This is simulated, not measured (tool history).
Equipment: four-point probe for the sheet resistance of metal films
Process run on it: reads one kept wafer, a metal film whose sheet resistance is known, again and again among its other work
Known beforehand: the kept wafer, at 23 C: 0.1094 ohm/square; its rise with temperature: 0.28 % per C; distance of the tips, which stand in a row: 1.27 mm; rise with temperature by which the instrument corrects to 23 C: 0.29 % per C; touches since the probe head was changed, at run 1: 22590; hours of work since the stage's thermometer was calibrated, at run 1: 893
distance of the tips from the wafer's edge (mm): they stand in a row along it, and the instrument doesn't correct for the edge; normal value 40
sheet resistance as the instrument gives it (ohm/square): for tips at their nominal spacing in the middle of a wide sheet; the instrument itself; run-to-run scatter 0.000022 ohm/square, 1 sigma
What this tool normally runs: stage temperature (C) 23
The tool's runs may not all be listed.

run,hour,stage temperature (C),distance of the tips from the wafer's edge (mm),touches since the probe head was changed,hours of work since the stage's thermometer was calibrated,sheet resistance as the instrument gives it (ohm/square)
1,0,23,40,22590,893,0.109427
2,21.7,23,40,23226,906,0.109479
3,43.6,23,40,23867,919,0.109481
4,68.1,23,40,24582,933,0.109471
5,96.6,19,40,25416,949,0.109478
6,125.6,19,40,26264,966,0.109493
7,152.5,23,40,27051,982,0.109455
8,191.5,23,8,28194,1005,0.110854
9,238.3,23,7,29561,1032,0.111313
10,263.7,23,7,30307,1047,0.111288
11,296.7,23,7,31270,1066,0.111311
12,326.6,23,7,32146,1083,0.111276
13,348.2,32,6,32778,1096,0.111922
14,384.3,32,6,33834,1117,0.111882
15,413.4,32,6,34685,1134,0.111895
16,458.8,20,15,36012,1160,0.109856
17,507.9,18,31,37450,1189,0.109549

Alternative continuations, all from the tool just after run 17; predict every row:
A,538.5,20,6,38346,1206,?
B,538.5,34,7,38346,1206,?
C,538.5,20,24,38346,1206,?
D,538.5,30,6,38346,1206,?

run,sheet resistance as the instrument gives it (ohm/square)
A,0.112011
B,0.111238
C,0.109566
D,0.111908
With the hidden condition removed and each run's random variation left untouched, the same runs would have given:
run,sheet resistance as the instrument gives it (ohm/square)
A,0.112009
B,0.111235
C,0.109563
D,0.111905

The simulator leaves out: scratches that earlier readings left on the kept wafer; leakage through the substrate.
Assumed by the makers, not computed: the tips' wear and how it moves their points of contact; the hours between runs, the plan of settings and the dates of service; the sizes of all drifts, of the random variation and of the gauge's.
